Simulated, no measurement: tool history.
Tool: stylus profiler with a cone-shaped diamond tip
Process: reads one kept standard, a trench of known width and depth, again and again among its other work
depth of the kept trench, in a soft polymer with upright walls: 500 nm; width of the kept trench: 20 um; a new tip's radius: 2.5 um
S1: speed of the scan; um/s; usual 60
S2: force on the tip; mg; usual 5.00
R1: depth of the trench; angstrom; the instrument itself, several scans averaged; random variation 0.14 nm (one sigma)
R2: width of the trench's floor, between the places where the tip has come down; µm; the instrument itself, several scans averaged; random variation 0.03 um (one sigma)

| run | hour | S1 | S2 | R1 | R2 |
|---|---|---|---|---|---|
| 1 | 0.0 | 60 | 5.00 | 5078.2 | 15.89 |
| 2 | 107.7 | 60 | 5.00 | 5075.9 | 15.86 |
| 3 | 216.1 | 60 | 7.24 | 5102.9 | 15.81 |
| 4 | 360.3 | 60 | 5.00 | 5073.2 | 15.71 |
| 5 | 456.8 | 60 | 5.00 | 5072.7 | 15.73 |
| 6 | 583.6 | 60 | 5.00 | 5071.2 | 15.60 |
| 7 | 668.7 | 60 | 5.00 | 5071.6 | 15.58 |
| 8 | 796.1 | 68 | 5.00 | 5065.6 | 15.47 |
| 9 | 911.8 | 68 | 5.00 | 5068.1 | 15.47 |
|  | 965.9 | height scale calibrated on a step standard |
| 10 | 977.9 | 68 | 5.00 | 5053.8 | 15.38 |
| 11 | 1062.3 | 193 | 7.54 | 5088.7 | 15.07 |
| 12 | 1177.3 | 16 | 3.00 | 5025.0 | 15.39 |
| 13 | 1244.1 | 198 | 3.00 | 5026.3 | 14.72 |
| 14 | 1391.1 | 70 | 2.97 | 5022.8 | 15.08 |
| 15 | 1499.3 | 64 | 2.42 | 5014.8 | 15.05 |
| 16 | 1641.4 | 153 | 6.46 | 5067.9 | 14.84 |
| 17 | 1761.8 | 145 | 5.00 | 5049.0 | 14.74 |
|  | 1783.7 | height scale calibrated on a step standard, once more |
| 18 | 1877.3 | 145 | 5.00 | 5096.7 | 14.67 |

4 ways to go on from here, each from the tool as it stands after run 18. What would each give?
| A | 1988.1 | 85 | 1.90 | ? | ? |
| B | 1988.1 | 48 | 11.64 | ? | ? |
| C | 1988.1 | 207 | 5.83 | ? | ? |
| D | 1988.1 | 82 | 5.00 | ? | ? |

| run | R1 | R2 |
|---|---|---|
| A | 5046.7 | 14.65 |
| B | 5166.5 | 14.94 |
| C | 5106.9 | 14.56 |
| D | 5094.8 | 14.85 |
Without the tool's hidden state the same runs would have given:
| run | R1 | R2 |
|---|---|---|
| A | 5049.6 | 16.61 |
| B | 5169.5 | 16.91 |
| C | 5109.8 | 16.52 |
| D | 5097.7 | 16.81 |
